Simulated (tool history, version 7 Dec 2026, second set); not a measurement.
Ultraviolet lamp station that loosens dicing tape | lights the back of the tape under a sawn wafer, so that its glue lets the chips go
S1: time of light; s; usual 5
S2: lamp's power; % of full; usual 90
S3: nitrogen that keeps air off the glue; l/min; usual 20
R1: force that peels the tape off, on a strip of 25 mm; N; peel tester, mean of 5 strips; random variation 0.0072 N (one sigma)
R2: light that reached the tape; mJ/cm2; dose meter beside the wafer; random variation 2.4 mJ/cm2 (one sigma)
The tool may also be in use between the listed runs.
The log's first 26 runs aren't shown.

run,hour,S1,S2,S3,R1,R2
# hour 231.8: window cleaned of glue's vapour, once more
27,237.7,3,91,20,0.756,147
28,246.1,3,75,20,1.045,122
29,254,5,75,10,0.633,204
30,259.2,5,75,10,0.617,198
31,269.7,7,93,7,0.298,342
32,280.6,7,93,7,0.303,341
33,289.9,5,92,7,0.572,239
34,301.3,5,92,7,0.557,234
35,309.7,5,92,7,0.562,231
36,318,3,76,9,1.629,114
37,328.9,5,90,14,0.393,230
38,340.3,7,67,20,0.292,238
39,348.7,7,69,7,0.545,246
40,355.9,5,80,17,0.446,198
41,364.5,5,80,17,0.444,201
42,373.1,5,82,20,0.397,205
43,378.9,2,92,26,1.498,91

Forecast each of these 3 alternatives for the next run:
A,386.1,5,76,23,?,?
B,386.1,3,96,9,?,?
C,386.1,5,83,11,?,?

run,R1,R2
A,0.43,192
B,1.224,140
C,0.567,206
Without the tool's hidden state the same runs would have given:
run,R1,R2
A,0.299,239
B,0.83,176
C,0.376,258
